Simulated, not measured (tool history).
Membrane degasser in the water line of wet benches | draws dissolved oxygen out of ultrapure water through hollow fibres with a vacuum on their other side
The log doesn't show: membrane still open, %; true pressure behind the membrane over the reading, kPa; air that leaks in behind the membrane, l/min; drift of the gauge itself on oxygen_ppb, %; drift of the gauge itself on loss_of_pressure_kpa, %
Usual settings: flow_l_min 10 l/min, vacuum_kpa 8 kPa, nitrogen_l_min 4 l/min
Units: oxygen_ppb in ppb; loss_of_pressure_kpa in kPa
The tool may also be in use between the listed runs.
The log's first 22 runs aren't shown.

run,hour,flow_l_min,vacuum_kpa,nitrogen_l_min,hours since the membrane was changed,hours since the vacuum gauge was calibrated,hours since the vacuum lines were made tight,oxygen_ppb,loss_of_pressure_kpa
23,1961.5,8,8,4,3411,5171,2217,25.2,33.97
24,2031.7,15,7.02,7.02,3481,5241,2288,31.4,63.07
25,2084.5,15,7.02,7.02,3534,5294,2340,31.4,63.48
26,2154.1,8,18.33,2.67,3603,5364,2410,114.4,33.8
27,2215.3,8,6.02,3.69,3665,5425,2471,16.6,33.98
28,2267.7,12,5.76,8.11,3717,5477,2524,15.3,50.63
29,2321.2,8,8,1.71,3771,5531,2577,57,34.01
30,2438.3,10,10.17,5.08,3888,5648,2694,36.6,42.31
31,2534.5,10,10.17,5.08,3984,5744,2790,38.1,42.28

Forecast each of these 5 alternatives for the next run:
A,2631.9,7,8,5.8,4081,5841,2888,?,?
B,2631.9,9,16.25,5.08,4081,5841,2888,?,?
C,2631.9,14,5.72,4,4081,5841,2888,?,?
D,2631.9,8,7.65,5.08,4081,5841,2888,?,?
E,2631.9,10,5.9,5.08,4081,5841,2888,?,?

run,oxygen_ppb,loss_of_pressure_kpa
A,15.5,29.51
B,60.6,37.99
C,31,59.23
D,19.6,33.75
E,16.7,42.23
Without the tool's hidden state the same runs would have given:
run,oxygen_ppb,loss_of_pressure_kpa
A,15.4,29.48
B,60.5,37.96
C,30.9,59.19
D,19.6,33.72
E,16.6,42.2
